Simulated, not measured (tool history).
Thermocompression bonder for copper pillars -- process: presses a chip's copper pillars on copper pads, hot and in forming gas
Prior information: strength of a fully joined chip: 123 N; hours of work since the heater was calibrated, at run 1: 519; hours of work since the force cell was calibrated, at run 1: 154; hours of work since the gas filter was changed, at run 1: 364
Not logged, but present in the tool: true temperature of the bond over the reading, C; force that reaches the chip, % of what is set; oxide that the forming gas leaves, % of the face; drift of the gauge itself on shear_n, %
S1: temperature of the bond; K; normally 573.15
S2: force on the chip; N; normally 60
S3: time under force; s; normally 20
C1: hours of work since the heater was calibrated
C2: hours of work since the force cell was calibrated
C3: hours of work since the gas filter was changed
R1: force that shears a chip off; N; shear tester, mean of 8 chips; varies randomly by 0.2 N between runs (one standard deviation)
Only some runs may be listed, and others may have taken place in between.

run,day,S1,S2,S3,C1,C2,C3,R1
1,0.000,573.15,60,20,519,154,364,46.0
2,0.892,573.15,84,20,532,168,378,58.7
3,1.533,573.15,84,20,542,177,387,58.9
4,2.029,573.15,41,20,549,184,395,33.7
5,2.829,573.15,41,20,561,196,406,33.9
6,3.704,573.15,41,20,574,209,419,33.8
# day 4.554: forming gas filter changed
7,4.554,573.15,41,20,586,222,0,34.0
8,5.388,573.15,41,20,599,234,12,33.9
9,5.800,573.15,41,20,605,240,19,33.9
10,6.312,593.15,60,11,613,248,26,45.0
11,6.729,594.15,40,28,619,254,32,48.1
12,7.133,555.15,40,23,625,260,38,27.9
13,7.829,555.15,40,23,635,270,49,27.8
14,8.267,573.15,60,18,642,277,55,44.2
15,8.908,550.15,39,27,651,286,65,28.1
16,9.271,550.15,39,27,657,292,70,27.5
17,10.071,550.15,55,55,668,304,82,48.9
18,10.850,559.15,60,20,680,315,94,39.2

Branching from run 18: 3 alternative next runs. What would each branch give?
A,11.242,550.15,37,20,686,321,99,?
B,11.242,561.15,39,10,686,321,99,?
C,11.242,573.15,89,10,686,321,99,?

run,R1
A,23.2
B,20.7
C,47.7
With the hidden condition removed and each run's random variation left untouched, the same runs would have given:
run,R1
A,23.2
B,20.7
C,47.7
